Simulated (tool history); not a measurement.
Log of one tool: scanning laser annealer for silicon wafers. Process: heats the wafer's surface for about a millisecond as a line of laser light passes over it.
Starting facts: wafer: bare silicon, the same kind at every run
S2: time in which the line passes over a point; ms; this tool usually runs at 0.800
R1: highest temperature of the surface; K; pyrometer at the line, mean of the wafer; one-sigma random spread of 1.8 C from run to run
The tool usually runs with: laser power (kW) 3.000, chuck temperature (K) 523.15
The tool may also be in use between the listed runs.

{"run": 1, "day": 0.0, "laser power (kW)": 3.0, "S2": 0.8, "chuck temperature (K)": 523.15, "R1": 1329.15}
{"run": 2, "day": 1.754, "laser power (kW)": 3.0, "S2": 0.8, "chuck temperature (K)": 523.15, "R1": 1328.15}
{"run": 3, "day": 3.208, "laser power (kW)": 3.0, "S2": 0.8, "chuck temperature (K)": 523.15, "R1": 1330.15}
{"run": 4, "day": 4.55, "laser power (kW)": 3.0, "S2": 0.8, "chuck temperature (K)": 523.15, "R1": 1328.15}
{"run": 5, "day": 6.733, "laser power (kW)": 3.0, "S2": 0.643, "chuck temperature (K)": 523.15, "R1": 1258.15}
{"run": 6, "day": 9.638, "laser power (kW)": 3.0, "S2": 0.643, "chuck temperature (K)": 523.15, "R1": 1257.15}
{"run": 7, "day": 11.267, "laser power (kW)": 3.0, "S2": 0.8, "chuck temperature (K)": 489.15, "R1": 1294.15}
{"run": 8, "day": 12.55, "laser power (kW)": 3.0, "S2": 0.8, "chuck temperature (K)": 489.15, "R1": 1296.15}
{"run": 9, "day": 14.862, "laser power (kW)": 3.0, "S2": 0.8, "chuck temperature (K)": 489.15, "R1": 1294.15}
{"run": 10, "day": 16.646, "laser power (kW)": 3.0, "S2": 0.8, "chuck temperature (K)": 489.15, "R1": 1295.15}
{"run": 11, "day": 19.217, "laser power (kW)": 3.0, "S2": 0.8, "chuck temperature (K)": 523.15, "R1": 1328.15}
{"run": 12, "day": 22.004, "laser power (kW)": 3.293, "S2": 0.8, "chuck temperature (K)": 523.15, "R1": 1436.15}
{"run": 13, "day": 24.829, "laser power (kW)": 3.293, "S2": 0.8, "chuck temperature (K)": 523.15, "R1": 1435.15}
{"run": 14, "day": 27.679, "laser power (kW)": 3.0, "S2": 0.8, "chuck temperature (K)": 523.15, "R1": 1328.15}
{"run": 15, "day": 28.925, "laser power (kW)": 3.0, "S2": 0.8, "chuck temperature (K)": 523.15, "R1": 1328.15}
{"run": 16, "day": 31.008, "laser power (kW)": 3.0, "S2": 0.8, "chuck temperature (K)": 523.15, "R1": 1328.15}
{"run": 17, "day": 32.7, "laser power (kW)": 3.0, "S2": 0.8, "chuck temperature (K)": 523.15, "R1": 1327.15}
{"run": 18, "day": 34.238, "laser power (kW)": 3.0, "S2": 0.8, "chuck temperature (K)": 523.15, "R1": 1327.15}
{"run": 19, "day": 36.521, "laser power (kW)": 3.0, "S2": 0.8, "chuck temperature (K)": 538.15, "R1": 1346.15}
{"run": 20, "day": 39.433, "laser power (kW)": 2.683, "S2": 0.8, "chuck temperature (K)": 523.15, "R1": 1219.15}
{"run": 21, "day": 42.267, "laser power (kW)": 3.141, "S2": 0.976, "chuck temperature (K)": 558.15, "R1": 1490.15}
{"run": 22, "day": 43.758, "laser power (kW)": 3.0, "S2": 0.841, "chuck temperature (K)": 523.15, "R1": 1346.15}
{"run": 23, "day": 45.329, "laser power (kW)": 3.0, "S2": 0.841, "chuck temperature (K)": 523.15, "R1": 1345.15}
{"run": 24, "day": 47.488, "laser power (kW)": 3.0, "S2": 0.841, "chuck temperature (K)": 521.15, "R1": 1344.15}
{"run": 25, "day": 49.371, "laser power (kW)": 3.0, "S2": 0.765, "chuck temperature (K)": 485.15, "R1": 1274.15}
{"run": 26, "day": 51.183, "laser power (kW)": 3.133, "S2": 0.837, "chuck temperature (K)": 522.15, "R1": 1394.15}
{"run": 27, "day": 52.808, "laser power (kW)": 3.133, "S2": 0.837, "chuck temperature (K)": 522.15, "R1": 1390.15}
{"run": 28, "day": 55.1, "laser power (kW)": 2.638, "S2": 0.944, "chuck temperature (K)": 489.15, "R1": 1219.15}
{"run": 29, "day": 57.362, "laser power (kW)": 2.779, "S2": 0.944, "chuck temperature (K)": 542.15, "R1": 1323.15}
{"run": 30, "day": 60.329, "laser power (kW)": 3.0, "S2": 0.832, "chuck temperature (K)": 554.15, "R1": 1376.15}
{"run": 31, "day": 62.238, "laser power (kW)": 3.0, "S2": 0.584, "chuck temperature (K)": 521.15, "R1": 1224.15}
{"run": 32, "day": 64.05, "laser power (kW)": 3.17, "S2": 0.881, "chuck temperature (K)": 529.15, "R1": 1430.15}
{"run": 33, "day": 65.512, "laser power (kW)": 2.814, "S2": 0.956, "chuck temperature (K)": 537.15, "R1": 1334.15}
{"run": 34, "day": 68.283, "laser power (kW)": 2.814, "S2": 0.956, "chuck temperature (K)": 537.15, "R1": 1340.15}
{"run": 35, "day": 70.05, "laser power (kW)": 2.814, "S2": 0.956, "chuck temperature (K)": 537.15, "R1": 1342.15}
{"run": 36, "day": 71.962, "laser power (kW)": 2.626, "S2": 0.674, "chuck temperature (K)": 523.15, "R1": 1150.15}
{"run": 37, "day": 74.946, "laser power (kW)": 3.13, "S2": 0.674, "chuck temperature (K)": 523.15, "R1": 1314.15}
{"run": 38, "day": 76.65, "laser power (kW)": 3.13, "S2": 0.589, "chuck temperature (K)": 523.15, "R1": 1268.15}
{"run": 39, "day": 79.675, "laser power (kW)": 2.56, "S2": 0.8, "chuck temperature (K)": 518.15, "R1": 1169.15}
{"run": 40, "day": 82.667, "laser power (kW)": 3.0, "S2": 0.733, "chuck temperature (K)": 523.15, "R1": 1301.15}

Not shown: 3 entries that the log had between the listed runs. Between which runs, and how does the tool's hidden state differ before and after?
Runs 10 to 11: window over the wafer cleaned (day 17.692)
  light that passes the window, % of a clean one's: 99.89 -> 100; width of the line over the set one, %: 0.02 -> 0.03
Runs 27 to 28: optics aligned, line set to its width (day 54.608)
  width of the line over the set one, %: 0.03 -> 0
Runs 33 to 34: window over the wafer cleaned (day 66.271)
  light that passes the window, % of a clean one's: 99.9 -> 99.99

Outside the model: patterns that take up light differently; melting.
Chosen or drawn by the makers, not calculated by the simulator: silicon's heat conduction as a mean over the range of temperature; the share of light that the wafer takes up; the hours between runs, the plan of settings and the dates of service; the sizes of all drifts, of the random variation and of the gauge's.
